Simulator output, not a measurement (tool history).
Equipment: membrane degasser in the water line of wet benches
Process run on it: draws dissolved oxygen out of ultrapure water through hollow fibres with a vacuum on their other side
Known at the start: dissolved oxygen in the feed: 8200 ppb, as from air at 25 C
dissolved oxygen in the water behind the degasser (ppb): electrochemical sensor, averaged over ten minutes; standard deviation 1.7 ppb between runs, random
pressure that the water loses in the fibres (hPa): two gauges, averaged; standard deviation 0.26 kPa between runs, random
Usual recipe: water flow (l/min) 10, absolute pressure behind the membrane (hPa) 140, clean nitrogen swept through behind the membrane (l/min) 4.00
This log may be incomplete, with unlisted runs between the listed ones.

run	hour	water flow (l/min)	absolute pressure behind the membrane (hPa)	clean nitrogen swept through behind the membrane (l/min)	dissolved oxygen in the water behind the degasser (ppb)	pressure that the water loses in the fibres (hPa)
1	0.0	10	140	4.00	178.9	698.6
2	335.4	10	140	4.00	189.3	701.8
3	569.1	10	140	8.03	149.2	700.2
4	754.0	10	140	8.03	148.1	704.3
5	960.1	10	140	8.03	151.6	707.2
# hour 979.3: seals of the vacuum lines changed
6	1192.8	10	140	4.00	187.1	710.3
7	1521.5	10	87	4.00	155.2	711.3
8	1761.5	10	87	4.00	159.7	708.4
9	1995.5	10	87	4.00	159.0	713.7
# hour 2017.3: vacuum gauge calibrated
10	2319.4	10	140	6.79	162.7	714.2
11	2621.2	10	140	6.79	165.6	710.3
12	2946.3	10	140	6.79	167.1	718.2
13	3108.3	10	140	6.79	165.1	727.1
14	3386.1	10	140	6.79	172.7	722.5
15	3544.2	12	155	6.79	257.5	865.9
# hour 3579.4: vacuum gauge calibrated, once more
16	3814.1	8	118	1.63	175.6	581.4
17	4062.0	8	84	3.41	100.7	579.3
18	4221.2	8	84	3.41	101.4	580.9
19	4545.0	9	202	7.36	154.7	654.2
20	4877.6	8	165	5.22	124.5	590.2
21	5216.3	8	165	5.22	124.6	590.5
22	5503.8	11	233	4.85	289.0	808.4
23	5785.8	6	208	6.20	76.0	443.4
24	6147.6	6	208	6.20	78.1	447.1
25	6513.2	6	208	6.20	78.5	445.4
# hour 6556.9: seals of the vacuum lines changed
26	6671.4	6	106	1.63	99.9	446.2
27	6890.7	7	110	1.63	134.4	517.8

Each row is a separate what-if for the run after 27, all from the same tool condition, not one after another. Results?
A	7147.8	8	239	1.63	?	?
B	7147.8	11	340	4.00	?	?
C	7147.8	7	149	4.00	?	?
D	7147.8	10	140	10.75	?	?

run	dissolved oxygen in the water behind the degasser (ppb)	pressure that the water loses in the fibres (hPa)
A	323.0	596.0
B	388.9	820.9
C	105.8	518.3
D	168.8	742.7
Stripped of hidden state, with their random variation kept, the same runs would have yielded:
run	dissolved oxygen in the water behind the degasser (ppb)	pressure that the water loses in the fibres (hPa)
A	297.2	553.9
B	342.1	762.6
C	87.7	481.4
D	130.4	690.1
